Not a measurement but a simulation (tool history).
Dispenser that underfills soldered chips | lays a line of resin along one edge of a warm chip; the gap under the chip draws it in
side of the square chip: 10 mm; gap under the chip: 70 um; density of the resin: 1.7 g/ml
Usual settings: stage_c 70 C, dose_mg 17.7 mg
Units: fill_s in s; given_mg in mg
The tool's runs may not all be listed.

run   hour  stage_c  dose_mg  fill_s  given_mg
  1      0       70     17.7    27.7      17.4
  2    8.4       70     17.7    39.5     17.51
      11.7  -- new syringe of resin
  3   15.2       70     17.7    27.3     17.35
  4   21.6       70     17.7    35.5     17.39
      26.5  -- new syringe of resin
  5   29.7       70     17.7    26.9     17.27
  6   40.5       70     17.7    41.3     17.17
      41.5  -- new syringe of resin
  7   50.5       70     17.7    33.9     16.97
  8     55       70     17.7    40.9        17
      56.4  -- new syringe of resin
  9   65.1       70     17.7    33.6     16.99
 10   70.3       64     19.1    53.4     18.24
      71.3  -- new syringe of resin
 11   79.3       64     19.1    39.7     18.06
      86.6  -- new syringe of resin
 12   90.8       58     15.1    44.9     14.19
 13   98.2       58     15.1    61.3     14.24
     101.8  -- new syringe of resin
 14  109.1       58     15.1    52.7     14.14

5 ways to go on from here, each from the tool as it stands after run 14. What would each give?
     116.7  -- new syringe of resin
  A  116.7       58     21.8       ?         ?
     116.7  -- new syringe of resin
  B  116.7       58     17.4       ?         ?
     116.7  -- new syringe of resin
  C  116.7       59     20.8       ?         ?
     116.7  -- new syringe of resin
  D  116.7       58     15.9       ?         ?
     116.7  -- new syringe of resin
  E  116.7       70     21.9       ?         ?

run  fill_s  given_mg
  A    35.3     20.27
  B      36     16.14
  C    34.6      19.4
  D    37.5     14.79
  E    22.4     20.16
Without the tool's hidden state the same runs would have given:
run  fill_s  given_mg
  A    36.2     21.85
  B    36.4      17.4
  C    35.4     20.91
  D    37.7     15.94
  E    22.9     21.74
